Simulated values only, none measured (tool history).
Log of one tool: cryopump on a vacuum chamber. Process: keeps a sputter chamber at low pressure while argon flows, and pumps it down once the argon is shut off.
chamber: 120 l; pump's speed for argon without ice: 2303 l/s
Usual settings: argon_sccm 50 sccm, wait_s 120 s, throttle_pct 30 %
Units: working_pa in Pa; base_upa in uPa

run   hour  argon_sccm  wait_s  throttle_pct  working_pa  base_upa
  1    0.0          50     120            30      0.1308      0.96
      20.0  -- pump warmed up, emptied and cooled again
  2   24.5          50     120            30      0.1229      0.82
  3   42.9          50     120            30      0.1239      0.83
  4   56.6          50     120            47      0.0780      0.81
  5   70.6          50     120            47      0.0784      0.86
  6   81.9          50     120            16      0.2300      0.83
  7   98.7          50     120            16      0.2290      0.83
  8  117.2          50     120            16      0.2297      0.83
  9  137.1          43     120            16      0.1968      0.82
 10  155.0          43     120            16      0.1997      0.84
 11  164.7          43     183            16      0.1992      0.73
 12  173.0          43     183            16      0.1986      0.70
 13  190.3          43     183            16      0.1984      0.71
 14  210.4          50     120            17      0.2187      0.86
 15  230.5          50     120            17      0.2193      0.83
 16  245.2          50     120            17      0.2188      0.84
 17  254.0          72     120            30      0.1790      0.87
 18  264.5          85     120            15      0.4214      0.87
 19  283.1          30     120            24      0.0924      0.85
 20  303.0          46     120            30      0.1157      0.86
 21  322.0          38     120            47      0.0618      0.89
 22  342.2          38     120            47      0.0620      0.91
 23  362.4          50      55            37      0.1022      1.34
 24  376.9          50     263            20      0.1867      0.66
 25  393.1          50     107            30      0.1271      0.94
 26  404.5          50     107            30      0.1261      0.97
 27  414.1          62      69            30      0.1580      1.12
 28  424.5          62      69            30      0.1565      1.17
 29  439.9          66     163            50      0.1018      0.80
 30  459.8          36     120            54      0.0520      0.92
 31  471.9          36     120            54      0.0531      0.90
 32  483.8          32     252            26      0.0935      0.75
 33  501.7          79     120            30      0.2006      0.90

5 ways to go on from here, each from the tool as it stands after run 33. What would each give?
  A  516.8          63      94            26           ?         ?
  B  516.8          79      29            47           ?         ?
  C  516.8          41      31            26           ?         ?
  D  516.8          20     120            22           ?         ?
  E  516.8          28     110            30           ?         ?

run  working_pa  base_upa
  A      0.1847      1.05
  B      0.1323      2.11
  C      0.1198      1.99
  D      0.0692      0.93
  E      0.0727      0.94
Without the tool's hidden state the same runs would have given:
run  working_pa  base_upa
  A      0.1777      0.62
  B      0.1236      1.68
  C      0.1153      1.56
  D      0.0670      0.51
  E      0.0696      0.52
